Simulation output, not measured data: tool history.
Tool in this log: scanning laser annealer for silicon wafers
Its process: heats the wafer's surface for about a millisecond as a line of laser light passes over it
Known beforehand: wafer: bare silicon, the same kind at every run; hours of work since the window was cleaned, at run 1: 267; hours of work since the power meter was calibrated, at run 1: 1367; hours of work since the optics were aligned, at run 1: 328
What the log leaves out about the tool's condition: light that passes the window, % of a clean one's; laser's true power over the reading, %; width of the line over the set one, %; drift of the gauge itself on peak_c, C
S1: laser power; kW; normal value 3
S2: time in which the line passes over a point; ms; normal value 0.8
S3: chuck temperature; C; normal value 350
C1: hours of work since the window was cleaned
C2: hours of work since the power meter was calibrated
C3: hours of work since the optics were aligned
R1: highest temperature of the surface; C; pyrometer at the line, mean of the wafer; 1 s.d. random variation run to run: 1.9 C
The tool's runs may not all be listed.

Run 1, hour 0: usual settings; C1 267; C2 1367; C3 328. Result: R1 1080 C.
Run 2, hour 52.6: usual settings; C1 303; C2 1403; C3 364. Result: R1 1080 C.
Run 3, hour 119.6: usual settings; C1 350; C2 1450; C3 411. Result: R1 1076 C.
Run 4, hour 158.7: usual settings; C1 377; C2 1477; C3 438. Result: R1 1072 C.
Run 5, hour 226.5: usual settings; C1 424; C2 1523; C3 485. Result: R1 1069 C.
Run 6, hour 276.4: usual settings; C1 458; C2 1558; C3 519. Result: R1 1065 C.
Run 7, hour 324: usual settings; C1 491; C2 1591; C3 552. Result: R1 1064 C.
Run 8, hour 390.2: usual settings but S3 311 C; C1 537; C2 1637; C3 598. Result: R1 1022 C.
Run 9, hour 427.3: usual settings but S2 0.832 ms; C1 562; C2 1662; C3 623. Result: R1 1074 C.
Run 10, hour 459.2: usual settings but S2 0.832 ms; C1 584; C2 1684; C3 645. Result: R1 1068 C.
Run 11, hour 507.6: usual settings; C1 618; C2 1718; C3 679. Result: R1 1059 C.
At hour 515.5: window over the wafer cleaned.
Run 12, hour 558.9: usual settings but S1 2.921 kW, S2 0.681 ms, S3 320 C; C1 30; C2 1752; C3 713. Result: R1 931 C.
Run 13, hour 613.5: usual settings but S1 2.717 kW, S2 0.664 ms, S3 375 C; C1 68; C2 1789; C3 751. Result: R1 933 C.
Run 14, hour 676.3: usual settings but S2 0.894 ms, S3 370 C; C1 111; C2 1833; C3 794. Result: R1 1085 C.
Run 15, hour 728.8: usual settings but S1 3.199 kW, S3 384 C; C1 147; C2 1869; C3 830. Result: R1 1107 C.
Run 16, hour 788: usual settings but S1 3.01 kW, S2 0.773 ms, S3 363 C; C1 188; C2 1910; C3 871. Result: R1 1024 C.
At hour 808.3: window over the wafer cleaned, once more.
Run 17, hour 829.2: usual settings but S2 0.585 ms; C1 14; C2 1937; C3 898. Result: R1 980 C.
Run 18, hour 892: usual settings but S1 3.129 kW, S2 0.623 ms, S3 311 C; C1 58; C2 1981; C3 942. Result: R1 988 C.
Run 19, hour 921.6: usual settings but S1 3.129 kW, S2 0.759 ms, S3 355 C; C1 78; C2 2001; C3 962. Result: R1 1099 C.
Run 20, hour 952: usual settings but S1 2.924 kW, S2 0.598 ms; C1 99; C2 2022; C3 983. Result: R1 963 C.
Run 21, hour 1013.9: usual settings but S2 0.703 ms, S3 349 C; C1 142; C2 2065; C3 1026. Result: R1 1031 C.
Run 22, hour 1082.1: usual settings but S1 2.862 kW, S2 0.856 ms, S3 349 C; C1 189; C2 2112; C3 1073. Result: R1 1059 C.

Here are 5 independent what-if runs from the current tool condition. What would each one return?
Run A, hour 1126.9: usual settings but S1 2.862 kW, S2 0.856 ms, S3 314 C; C1 220; C2 2143; C3 1104. Result: R1 ?.
Run B, hour 1126.9: usual settings but S1 2.813 kW, S2 0.722 ms, S3 347 C; C1 220; C2 2143; C3 1104. Result: R1 ?.
Run C, hour 1126.9: usual settings but S2 0.984 ms; C1 220; C2 2143; C3 1104. Result: R1 ?.
Run D, hour 1126.9: usual settings but S3 363 C; C1 220; C2 2143; C3 1104. Result: R1 ?.
Run E, hour 1126.9: usual settings but S1 2.753 kW, S2 0.632 ms, S3 384 C; C1 220; C2 2143; C3 1104. Result: R1 ?.

run    R1
  A  1026
  B   988
  C  1147
  D  1083
  E   969
What these runs would have given with no unlogged condition in the tool:
run    R1
  A  1055
  B  1014
  C  1179
  D  1113
  E   993

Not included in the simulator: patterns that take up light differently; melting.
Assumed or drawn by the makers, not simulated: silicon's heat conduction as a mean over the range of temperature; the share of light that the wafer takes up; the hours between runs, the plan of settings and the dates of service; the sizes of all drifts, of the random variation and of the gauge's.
